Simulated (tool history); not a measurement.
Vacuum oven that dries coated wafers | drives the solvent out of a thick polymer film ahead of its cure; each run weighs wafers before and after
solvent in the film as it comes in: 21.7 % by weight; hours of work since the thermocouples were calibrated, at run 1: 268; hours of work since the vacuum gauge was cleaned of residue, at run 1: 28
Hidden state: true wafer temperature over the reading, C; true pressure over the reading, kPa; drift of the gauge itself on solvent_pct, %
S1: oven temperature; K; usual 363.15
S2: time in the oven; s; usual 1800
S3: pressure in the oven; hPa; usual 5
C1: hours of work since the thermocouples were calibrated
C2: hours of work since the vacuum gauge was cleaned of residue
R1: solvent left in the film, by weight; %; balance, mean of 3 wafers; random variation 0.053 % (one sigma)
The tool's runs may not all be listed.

| run | hour | S1 | S2 | S3 | C1 | C2 | R1 |
|---|---|---|---|---|---|---|---|
| 1 | 0 | 363.15 | 1800 | 5 | 268 | 28 | 1.85 |
| 2 | 11.9 | 363.15 | 1800 | 5 | 275 | 34 | 1.9 |
| 3 | 26.3 | 370.15 | 1800 | 5 | 282 | 42 | 0.63 |
| 4 | 45.3 | 370.15 | 1800 | 5 | 292 | 52 | 0.64 |
| 5 | 67.5 | 370.15 | 1800 | 5 | 304 | 64 | 0.72 |
| 6 | 78.2 | 363.15 | 1800 | 5 | 310 | 69 | 1.9 |
| 7 | 89.3 | 363.15 | 1800 | 5 | 316 | 75 | 1.81 |
| 8 | 105.7 | 363.15 | 1800 | 2.89 | 324 | 84 | 1.76 |
| 9 | 116.8 | 363.15 | 1680 | 5 | 330 | 90 | 2.12 |
| 10 | 134.7 | 363.15 | 1260 | 5 | 340 | 99 | 3.4 |
| 11 | 148.5 | 363.15 | 1260 | 5 | 347 | 107 | 3.49 |
| 12 | 171 | 363.15 | 1800 | 5 | 359 | 119 | 1.86 |
| 13 | 188.5 | 363.15 | 1800 | 5 | 368 | 128 | 1.84 |
| 14 | 200.1 | 368.15 | 1800 | 5 | 374 | 134 | 0.85 |
| 15 | 218 | 363.15 | 1800 | 5 | 384 | 144 | 1.78 |
| 16 | 238.3 | 363.15 | 1800 | 5 | 395 | 154 | 1.78 |
| 17 | 248.3 | 363.15 | 1800 | 5.89 | 400 | 160 | 1.81 |
| 18 | 258.3 | 375.15 | 1140 | 12.61 | 405 | 165 | 1 |
| 19 | 278.8 | 363.15 | 1800 | 4.26 | 416 | 176 | 1.81 |
| 20 | 290.5 | 366.15 | 1560 | 13.11 | 422 | 182 | 1.87 |
| 21 | 304 | 366.15 | 1560 | 13.11 | 429 | 189 | 1.99 |
| 22 | 315.3 | 352.15 | 1500 | 12.84 | 435 | 195 | 7.48 |
| 23 | 326.2 | 353.15 | 1140 | 3.68 | 441 | 201 | 8.31 |
| 24 | 348.7 | 360.15 | 1800 | 4.6 | 453 | 213 | 2.69 |
| 25 | 370.1 | 360.15 | 1320 | 19.94 | 464 | 224 | 5.09 |
| 26 | 388.5 | 360.15 | 1320 | 19.94 | 474 | 234 | 5.18 |
| 27 | 406 | 375.15 | 1800 | 7.62 | 483 | 243 | 0.32 |
| 28 | 426.9 | 359.15 | 1980 | 17.43 | 495 | 254 | 3.31 |
| 29 | 447.4 | 358.15 | 1020 | 18.66 | 505 | 265 | 7.44 |
| 30 | 469.2 | 358.15 | 960 | 18.66 | 517 | 277 | 7.62 |
| 31 | 483.1 | 358.15 | 960 | 18.66 | 524 | 284 | 7.77 |
| 32 | 505.1 | 377.15 | 2520 | 14.84 | 536 | 296 | 0.55 |
| 33 | 517.4 | 363.15 | 2160 | 12.88 | 543 | 302 | 1.56 |

5 ways to go on from here, each from the tool as it stands after run 33. What would each give?
| A | 535.4 | 357.15 | 2160 | 12.88 | 552 | 312 | ? |
| B | 535.4 | 363.15 | 1800 | 5 | 552 | 312 | ? |
| C | 535.4 | 363.15 | 2160 | 3.49 | 552 | 312 | ? |
| D | 535.4 | 360.15 | 2700 | 16.94 | 552 | 312 | ? |
| E | 535.4 | 377.15 | 3120 | 10.02 | 552 | 312 | ? |

| run | R1 |
|---|---|
| A | 3.19 |
| B | 1.74 |
| C | 1.09 |
| D | 1.84 |
| E | 0.34 |
Without the tool's hidden state the same runs would have given:
| run | R1 |
|---|---|
| A | 3.19 |
| B | 1.74 |
| C | 1.09 |
| D | 1.84 |
| E | 0.34 |
